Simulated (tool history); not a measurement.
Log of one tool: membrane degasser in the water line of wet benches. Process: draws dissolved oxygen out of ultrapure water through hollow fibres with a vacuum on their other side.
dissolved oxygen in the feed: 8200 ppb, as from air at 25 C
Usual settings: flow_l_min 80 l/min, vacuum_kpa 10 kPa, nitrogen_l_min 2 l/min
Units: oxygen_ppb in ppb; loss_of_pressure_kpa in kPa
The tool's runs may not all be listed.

run	day	flow_l_min	vacuum_kpa	nitrogen_l_min	oxygen_ppb	loss_of_pressure_kpa
1	0	80	10	2	674.1	44.25
2	7.258	80	10	2	675.9	44.64
3	20.162	80	10	2	677.3	44.74
4	29.558	80	10	2	680.6	44.63
# day 32.538: vacuum gauge calibrated
5	36.412	80	10	2	665.1	44.86
6	45.079	80	10	2	669.4	44.89
7	52.154	125	10	2	1186.5	70.07
8	62.633	80	13.4	2	907.5	44.84
9	75.962	68	13.4	2	763.9	38.31
10	85.817	80	10	2	681.9	45.54
11	91.654	67	10	2	540.9	38.03
12	98.492	67	10	2	546.5	38.18
13	110.65	80	10	1.14	944.8	45.56
# day 117.65: membrane cartridge changed
14	120.771	80	10	1.14	881	40.65
15	129.812	80	10	1.14	893.7	40.3
16	142.508	99	25	1.33	2385.7	50.27
17	150.196	118	18.8	3.97	1180.9	60.23
# day 155.183: seals of the vacuum lines changed
18	157.492	118	18.8	3.97	1188.2	60.13
19	164.025	118	18.8	3.97	1188	60.36
# day 174.088: vacuum gauge calibrated
20	174.758	49	18.8	3.97	446	24.99
21	185.238	48	6.8	4.72	102.5	24.76
22	195.138	109	8.8	4.72	558.8	56.16
23	207.292	109	8.8	4.72	557.5	56.54
24	219.462	65	11.5	0.9	993.9	33.94
25	228.733	59	11.7	3.23	377.7	30.57
26	238.95	80	6.7	1.81	431.1	41.68
27	252.033	80	20.8	1.08	1954.2	41.53
28	261.796	80	20.8	1.08	1978.7	41.57
29	269.942	80	15.9	3.22	764.5	42.38

The same runs without the tool's hidden state, with the same run-to-run variation:
The hidden state here: membrane still open, %; true pressure behind the membrane over the reading, kPa; air that leaks in behind the membrane, l/min; drift of the gauge itself on oxygen_ppb, %; drift of the gauge itself on loss_of_pressure_kpa, %.
run	oxygen_ppb	loss_of_pressure_kpa
1	615.5	40.48
2	615.2	40.77
3	612.9	40.74
4	613.1	40.54
5	615.1	40.69
6	616.5	40.61
7	1064.8	63.25
8	852.2	40.37
9	722.3	34.37
10	616.2	40.76
11	495.8	34.01
12	499.3	34.07
13	868.6	40.52
14	859.6	40.61
15	869.1	40.17
16	2363.8	49.96
17	1159.7	59.73
18	1165.1	59.53
19	1162.8	59.67
20	443.9	24.64
21	99.8	24.35
22	538.2	55.09
23	533	55.3
24	975.9	33.11
25	366.8	29.75
26	403.2	40.46
27	1927.4	40.19
28	1948.9	40.13
29	736.6	40.84
